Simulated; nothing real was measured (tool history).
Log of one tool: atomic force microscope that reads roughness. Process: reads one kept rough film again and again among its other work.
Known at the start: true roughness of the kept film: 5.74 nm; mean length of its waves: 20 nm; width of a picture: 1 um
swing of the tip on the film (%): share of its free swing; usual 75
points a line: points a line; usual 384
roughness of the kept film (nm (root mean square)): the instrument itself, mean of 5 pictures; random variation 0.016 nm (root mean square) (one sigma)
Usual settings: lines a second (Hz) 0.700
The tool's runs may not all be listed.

run	hour	lines a second (Hz)	swing of the tip on the film (%)	points a line	roughness of the kept film (nm (root mean square))
1	0.0	0.700	75	384	3.837
2	9.7	0.700	73	384	3.769
3	18.0	0.700	73	384	3.750
4	23.8	0.700	73	384	3.735
5	35.6	0.700	73	384	3.696
6	41.7	1.084	75	384	3.577
7	54.4	0.700	75	582	3.594
8	61.5	0.700	75	582	3.567
9	67.5	0.700	75	426	3.551
10	74.8	0.700	75	426	3.471
11	85.1	0.700	75	898	3.497
12	93.7	0.700	75	898	3.468
13	98.7	0.700	75	898	3.442
14	108.7	0.700	75	384	3.360
15	119.5	2.163	75	384	3.174
16	128.1	3.189	75	384	3.059
17	137.0	3.189	75	384	3.036
18	142.8	0.990	60	384	3.238
19	151.2	0.990	60	384	3.215
20	163.2	1.685	73	676	3.095
21	174.6	1.685	73	676	3.055
22	180.3	1.685	73	676	3.042
23	188.8	0.517	57	855	3.122
24	201.2	1.893	80	611	2.899
25	213.2	0.700	75	289	2.937
26	222.4	0.700	75	289	2.898
27	229.9	0.600	75	384	2.928
28	236.2	0.703	82	395	2.899
29	246.3	2.372	75	347	2.708
30	255.1	0.512	66	262	2.806
31	260.3	1.283	56	262	2.794
32	270.2	2.767	78	507	2.595
33	278.2	0.935	75	787	2.794

4 ways to go on from here, each from the tool as it stands after run 33. What would each give?
A	288.1	3.041	75	866	?
B	288.1	1.317	83	541	?
C	288.1	0.700	75	466	?
D	288.1	3.464	75	442	?

run	roughness of the kept film (nm (root mean square))
A	2.612
B	2.682
C	2.761
D	2.554
Without the tool's hidden state the same runs would have given:
run	roughness of the kept film (nm (root mean square))
A	3.771
B	3.873
C	3.986
D	3.685

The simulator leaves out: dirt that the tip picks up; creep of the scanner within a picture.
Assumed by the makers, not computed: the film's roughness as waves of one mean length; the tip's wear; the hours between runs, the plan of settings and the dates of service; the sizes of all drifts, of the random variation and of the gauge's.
